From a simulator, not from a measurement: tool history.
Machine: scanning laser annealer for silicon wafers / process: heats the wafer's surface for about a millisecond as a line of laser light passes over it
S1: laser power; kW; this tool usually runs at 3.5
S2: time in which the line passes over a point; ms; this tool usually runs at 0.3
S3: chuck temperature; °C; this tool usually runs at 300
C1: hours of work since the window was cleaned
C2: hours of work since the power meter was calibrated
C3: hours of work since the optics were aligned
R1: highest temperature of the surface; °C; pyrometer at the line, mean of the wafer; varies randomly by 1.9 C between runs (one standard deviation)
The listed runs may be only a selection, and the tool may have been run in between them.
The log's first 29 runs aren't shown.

run 30 day=8.275 | S1=3.001 S2=0.275 S3=262 | C1=33 C2=141 C3=779 | R1=919
run 31 day=8.471 | S1=3.001 S2=0.275 S3=262 | C1=37 C2=144 C3=782 | R1=924
run 32 day=8.738 | S1=3.001 S2=0.275 S3=262 | C1=41 C2=148 C3=786 | R1=918
run 33 day=8.946 | S1=3.001 S2=0.275 S3=262 | C1=44 C2=152 C3=790 | R1=922
run 34 day=9.288 | S1=3.167 S2=0.3 S3=294 | C1=50 C2=157 C3=795 | R1=1022
run 35 day=9.612 | S1=3.153 S2=0.247 S3=332 | C1=55 C2=163 C3=801 | R1=996
run 36 day=9.971 | S1=3.5 S2=0.3 S3=303 | C1=61 C2=168 C3=806 | R1=1117
run 37 day=10.267 | S1=3.5 S2=0.3 S3=274 | C1=66 C2=173 C3=811 | R1=1084
run 38 day=10.525 | S1=3.164 S2=0.293 S3=336 | C1=70 C2=177 C3=815 | R1=1051
run 39 day=10.867 | S1=3.385 S2=0.293 S3=311 | C1=76 C2=183 C3=821 | R1=1083
run 40 day=11.188 | S1=3.385 S2=0.293 S3=311 | C1=81 C2=188 C3=826 | R1=1084

What if the next run were any one of these 4? Each begins from the tool's condition after run 40:
run A day=11.542 | S1=3.302 S2=0.293 S3=269 | C1=87 C2=194 C3=832 | R1=?
run B day=11.542 | S1=3.062 S2=0.318 S3=315 | C1=87 C2=194 C3=832 | R1=?
run C day=11.542 | S1=3.385 S2=0.293 S3=262 | C1=87 C2=194 C3=832 | R1=?
run D day=11.542 | S1=3.385 S2=0.293 S3=261 | C1=87 C2=194 C3=832 | R1=?

run=A R1=1022
run=B R1=1031
run=C R1=1032
run=D R1=1033
Without the tool's hidden state the same runs would have given:
run=A R1=1041
run=B R1=1050
run=C R1=1052
run=D R1=1053

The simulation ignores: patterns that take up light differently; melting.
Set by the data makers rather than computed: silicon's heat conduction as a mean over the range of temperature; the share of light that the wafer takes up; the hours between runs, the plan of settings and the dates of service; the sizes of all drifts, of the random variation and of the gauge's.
